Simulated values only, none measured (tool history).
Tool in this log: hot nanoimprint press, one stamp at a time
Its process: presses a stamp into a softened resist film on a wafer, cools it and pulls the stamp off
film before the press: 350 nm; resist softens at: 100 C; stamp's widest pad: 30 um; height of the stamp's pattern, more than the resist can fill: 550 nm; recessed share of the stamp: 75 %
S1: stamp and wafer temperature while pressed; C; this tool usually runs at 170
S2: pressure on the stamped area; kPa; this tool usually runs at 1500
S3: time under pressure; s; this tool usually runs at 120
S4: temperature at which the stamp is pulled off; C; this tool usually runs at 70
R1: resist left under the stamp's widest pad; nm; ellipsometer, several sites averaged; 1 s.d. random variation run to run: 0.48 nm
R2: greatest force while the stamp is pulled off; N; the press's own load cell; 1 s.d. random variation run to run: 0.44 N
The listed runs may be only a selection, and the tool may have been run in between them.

run	hour	S1	S2	S3	S4	R1	R2
1	0.0	170	1500	120	70	170.9	112.7
2	16.7	170	1500	120	70	171.5	112.4
3	25.1	170	1500	120	70	172.1	113.7
4	36.0	170	1500	120	70	171.5	113.1
5	50.3	170	1500	120	70	171.7	114.5
# hour 62.1: plate thermocouple calibrated
6	68.3	170	1500	120	70	171.3	114.4
7	83.7	170	1500	120	70	171.6	114.0
# hour 98.5: stamp cleaned and given a new release coat
8	99.3	170	1500	120	70	171.7	114.1
9	117.8	170	1500	120	70	170.8	113.9
10	127.8	170	1500	210	70	139.2	114.6
11	144.5	170	1500	210	70	138.3	114.5
12	162.3	170	1500	210	70	139.1	114.9
13	172.5	170	1500	210	70	138.6	115.3
14	190.7	170	2380	120	70	139.5	115.1
15	203.6	170	2380	120	70	139.5	115.2
# hour 206.9: gauge calibrated
16	213.3	170	2380	120	70	139.6	113.2
17	229.6	170	970	120	68	204.8	114.6
18	239.2	170	1290	215	70	147.1	113.7
19	256.6	170	1500	129	70	167.1	113.9
20	265.4	170	1440	129	64	170.0	117.6
21	277.3	175	1440	129	72	133.6	113.0
22	295.6	167	1450	120	70	199.1	114.7
# hour 304.9: stamp cleaned and given a new release coat
23	311.5	170	1410	225	70	138.9	114.1
24	322.5	170	1410	225	66	138.2	117.3
25	331.2	171	2010	75	72	171.2	112.7
26	349.3	171	2010	75	72	170.5	113.5
27	361.8	171	2010	75	72	171.8	114.0
28	373.6	181	2010	75	72	105.7	113.8
29	383.1	171	1190	232	59	141.7	122.4

Each row is a separate what-if for the run after 29, all from the same tool condition, not one after another. Results?
A	391.8	171	1190	152	59	?	?
B	391.8	170	1500	70	70	?	?
C	391.8	178	2050	92	70	?	?
D	391.8	180	2220	120	70	?	?
E	391.8	171	1940	232	59	?	?

run	R1	R2
A	165.5	122.7
B	205.8	115.6
C	111.1	115.8
D	86.1	115.7
E	111.1	123.0
Without the tool's hidden state the same runs would have given:
run	R1	R2
A	165.7	119.7
B	205.9	112.8
C	111.1	113.0
D	86.1	112.9
E	111.1	120.0

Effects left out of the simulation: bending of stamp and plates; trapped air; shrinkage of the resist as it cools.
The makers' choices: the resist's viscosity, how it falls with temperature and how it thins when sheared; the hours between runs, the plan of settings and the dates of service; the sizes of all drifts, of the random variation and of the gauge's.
